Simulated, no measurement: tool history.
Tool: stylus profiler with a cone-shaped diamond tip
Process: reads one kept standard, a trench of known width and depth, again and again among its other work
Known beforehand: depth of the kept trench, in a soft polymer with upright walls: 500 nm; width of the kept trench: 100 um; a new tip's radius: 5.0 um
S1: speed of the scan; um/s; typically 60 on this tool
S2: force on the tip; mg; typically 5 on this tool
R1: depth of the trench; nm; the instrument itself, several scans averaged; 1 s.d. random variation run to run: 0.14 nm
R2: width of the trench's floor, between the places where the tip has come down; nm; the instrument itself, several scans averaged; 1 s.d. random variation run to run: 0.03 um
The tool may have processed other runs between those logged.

run 1 hour=0 | S1=60 S2=5 | R1=508.42 R2=94370
run 2 hour=54.4 | S1=206 S2=5 | R1=508.69 R2=93900
run 3 hour=109.7 | S1=206 S2=5 | R1=508.53 R2=93810
run 4 hour=143.3 | S1=206 S2=5 | R1=508.54 R2=93800
run 5 hour=190.6 | S1=206 S2=5 | R1=508.94 R2=93760
run 6 hour=243.8 | S1=206 S2=5 | R1=508.7 R2=93770
run 7 hour=299.2 | S1=72 S2=5 | R1=508.98 R2=94140
run 8 hour=340 | S1=60 S2=5 | R1=508.96 R2=94150
run 9 hour=383.4 | S1=60 S2=5 | R1=509.12 R2=94090
run 10 hour=439.3 | S1=60 S2=5 | R1=508.67 R2=94090
run 11 hour=486.1 | S1=50 S2=5 | R1=509.17 R2=94030
run 12 hour=547.4 | S1=62 S2=5 | R1=509.29 R2=94020
run 13 hour=605.5 | S1=62 S2=5 | R1=509.21 R2=93970
run 14 hour=666.3 | S1=62 S2=5 | R1=509.5 R2=93920
run 15 hour=727.6 | S1=60 S2=5 | R1=509.33 R2=93900
run 16 hour=764.1 | S1=60 S2=5 | R1=509.45 R2=93930
run 17 hour=799.6 | S1=60 S2=5 | R1=509.71 R2=93860
run 18 hour=860.7 | S1=60 S2=1.73 | R1=505.98 R2=93640
-- hour=870.7 height scale calibrated on a step standard
run 19 hour=905.5 | S1=60 S2=1.73 | R1=506.42 R2=93680
run 20 hour=951.2 | S1=60 S2=1.73 | R1=506.56 R2=93630
run 21 hour=1008.6 | S1=24 S2=1.73 | R1=506.77 R2=93810
run 22 hour=1046.8 | S1=149 S2=1.73 | R1=506.59 R2=93070
-- hour=1060.4 height scale calibrated on a step standard, once more
run 23 hour=1099.5 | S1=99 S2=14.24 | R1=513.88 R2=93700
run 24 hour=1155.9 | S1=23 S2=1.76 | R1=503.45 R2=93740
run 25 hour=1186.6 | S1=51 S2=6.1 | R1=507.92 R2=93720
run 26 hour=1226.1 | S1=51 S2=6.1 | R1=508.23 R2=93680
run 27 hour=1256.9 | S1=15 S2=3.56 | R1=505.72 R2=93780
run 28 hour=1286.6 | S1=15 S2=3.56 | R1=505.67 R2=93710
run 29 hour=1313.7 | S1=27 S2=2.77 | R1=505.04 R2=93640
run 30 hour=1342.4 | S1=20 S2=2.77 | R1=504.73 R2=93690
run 31 hour=1379.4 | S1=165 S2=1.69 | R1=503.48 R2=92760
run 32 hour=1432.5 | S1=30 S2=9.75 | R1=511.22 R2=93630
run 33 hour=1482.7 | S1=30 S2=9.75 | R1=511.22 R2=93580

Results for each run, recomputed without the tool's hidden state and with each run's random variation untouched:
Hidden conditions of the tool in this case: radius of the tip, um; height scale over the true one, %; drift of the gauge itself on depth_nm, %; drift of the gauge itself on floor_um, %.
run=1 R1=506.78 R2=95440
run=2 R1=506.98 R2=95010
run=3 R1=506.77 R2=94960
run=4 R1=506.74 R2=94980
run=5 R1=507.08 R2=94960
run=6 R1=506.78 R2=95010
run=7 R1=507.01 R2=95410
run=8 R1=506.94 R2=95450
run=9 R1=507.04 R2=95410
run=10 R1=506.53 R2=95450
run=11 R1=506.98 R2=95420
run=12 R1=507.03 R2=95440
run=13 R1=506.88 R2=95440
run=14 R1=507.11 R2=95420
run=15 R1=506.87 R2=95440
run=16 R1=506.95 R2=95480
run=17 R1=507.17 R2=95440
run=18 R1=503.39 R2=95260
run=19 R1=503.29 R2=95320
run=20 R1=503.38 R2=95300
run=21 R1=503.53 R2=95520
run=22 R1=503.31 R2=94800
run=23 R1=513.9 R2=95460
run=24 R1=503.41 R2=95530
run=25 R1=507.84 R2=95530
run=26 R1=508.1 R2=95520
run=27 R1=505.56 R2=95630
run=28 R1=505.48 R2=95580
run=29 R1=504.82 R2=95530
run=30 R1=504.47 R2=95590
run=31 R1=503.18 R2=94690
run=32 R1=510.86 R2=95580
run=33 R1=510.82 R2=95560
